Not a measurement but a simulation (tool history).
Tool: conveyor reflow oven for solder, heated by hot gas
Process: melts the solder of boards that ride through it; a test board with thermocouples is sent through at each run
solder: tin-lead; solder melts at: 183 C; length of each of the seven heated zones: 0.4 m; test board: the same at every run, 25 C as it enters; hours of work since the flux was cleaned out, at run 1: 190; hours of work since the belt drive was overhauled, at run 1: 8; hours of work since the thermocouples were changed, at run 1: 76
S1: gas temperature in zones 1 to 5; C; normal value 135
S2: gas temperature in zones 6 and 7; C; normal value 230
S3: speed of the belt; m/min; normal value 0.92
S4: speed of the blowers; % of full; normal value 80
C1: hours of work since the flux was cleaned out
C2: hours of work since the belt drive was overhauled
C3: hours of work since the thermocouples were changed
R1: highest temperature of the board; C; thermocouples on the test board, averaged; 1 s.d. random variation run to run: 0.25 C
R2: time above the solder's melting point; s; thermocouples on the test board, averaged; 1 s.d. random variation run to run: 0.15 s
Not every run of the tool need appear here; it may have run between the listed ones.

Run 1, hour 0: usual settings; C1 190; C2 8; C3 76. Result: R1 208.1 C, R2 32.1 s.
Run 2, hour 29.1: usual settings; C1 204; C2 22; C3 90. Result: R1 208.4 C, R2 32.1 s.
Run 3, hour 46.2: usual settings but S1 143 C; C1 212; C2 30; C3 98. Result: R1 209.7 C, R2 35.4 s.
Run 4, hour 69.8: usual settings but S1 143 C; C1 223; C2 41; C3 110. Result: R1 209.6 C, R2 35.2 s.
Run 5, hour 88.2: usual settings but S4 51 % of full; C1 232; C2 50; C3 118. Result: R1 201.1 C, R2 25.3 s.
Run 6, hour 113.6: usual settings but S2 226 C, S4 51 % of full; C1 244; C2 62; C3 130. Result: R1 198.2 C, R2 22.2 s.
Run 7, hour 138.1: usual settings but S1 129 C, S2 226 C, S4 51 % of full; C1 256; C2 74; C3 142. Result: R1 196.4 C, R2 19 s.
At hour 157.4: flux residue cleaned out of gas plates and filters.
Run 8, hour 164.3: usual settings but S1 129 C, S2 225 C, S4 51 % of full; C1 3; C2 84; C3 152. Result: R1 196 C, R2 18.8 s.

What will run 9 give?
Run 9, hour 181.6: usual settings but S1 129 C, S2 238 C, S4 51 % of full; C1 12; C2 92; C3 160. Result: R1 ?, R2 ?.

Run 9 produced R1 206 C, R2 28.2 s.
Minus the tool's unlogged condition, the same run would have read R1 206.8 C, R2 28.8 s.
